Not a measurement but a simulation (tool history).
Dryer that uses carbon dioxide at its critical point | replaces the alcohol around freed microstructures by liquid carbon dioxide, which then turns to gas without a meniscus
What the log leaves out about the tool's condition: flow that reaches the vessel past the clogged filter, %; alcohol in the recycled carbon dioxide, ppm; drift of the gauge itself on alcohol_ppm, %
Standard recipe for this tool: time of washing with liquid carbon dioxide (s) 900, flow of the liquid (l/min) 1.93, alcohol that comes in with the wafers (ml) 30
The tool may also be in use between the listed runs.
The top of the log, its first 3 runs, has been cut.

| run | day | time of washing with liquid carbon dioxide (s) | flow of the liquid (l/min) | alcohol that comes in with the wafers (ml) | hours of work since the filter was changed | hours of work since the purifier's bed was changed | alcohol left in the vessel before it's heated (ppm by volume) |
|---|---|---|---|---|---|---|---|
| 4 | 3.012 | 900 | 3.04 | 30 | 131 | 180 | 43 |
| 5 | 3.938 | 900 | 1.93 | 30 | 144 | 193 | 79 |
| 6 | 4.917 | 900 | 1.93 | 30 | 157 | 206 | 72 |
|  | 5.696 | inlet filter changed |
| 7 | 5.696 | 900 | 1.93 | 30 | 0 | 216 | 60 |
| 8 | 6.783 | 900 | 1.93 | 30 | 15 | 232 | 63 |
| 9 | 7.696 | 900 | 1.93 | 30 | 28 | 244 | 73 |
| 10 | 8.642 | 900 | 1.93 | 30 | 41 | 257 | 68 |
| 11 | 9.721 | 960 | 1.93 | 30 | 56 | 272 | 66 |
| 12 | 10.667 | 960 | 1.93 | 30 | 69 | 285 | 75 |
| 13 | 11.804 | 900 | 1.93 | 30 | 85 | 301 | 85 |
| 14 | 12.45 | 900 | 2.03 | 30 | 93 | 310 | 86 |
| 15 | 13.575 | 900 | 2.03 | 30 | 109 | 326 | 89 |
| 16 | 14.462 | 900 | 2.03 | 30 | 121 | 338 | 88 |
| 17 | 15.662 | 900 | 1.93 | 30 | 138 | 354 | 96 |
| 18 | 16.704 | 900 | 1.93 | 30 | 152 | 369 | 111 |
| 19 | 17.571 | 900 | 1.93 | 30 | 164 | 381 | 111 |
|  | 17.867 | inlet filter changed |
| 20 | 18.608 | 900 | 1.93 | 30 | 10 | 395 | 92 |
| 21 | 19.792 | 900 | 1.93 | 30 | 27 | 411 | 90 |
| 22 | 20.846 | 900 | 1.69 | 30 | 41 | 426 | 130 |
| 23 | 21.533 | 900 | 1.69 | 30 | 51 | 435 | 127 |
| 24 | 22.092 | 900 | 1.47 | 30 | 59 | 443 | 165 |
| 25 | 23.121 | 600 | 1.47 | 30 | 73 | 457 | 459 |

Run 26 is up next; what results do you expect?
| 26 | 23.671 | 600 | 2.25 | 29 | 80 | 465 | ? |

{"run 26": {"alcohol left in the vessel before it's heated (ppm by volume)": 174}}
The same run, on a tool lacking any hidden state, would have yielded alcohol left in the vessel before it's heated (ppm by volume) 70.
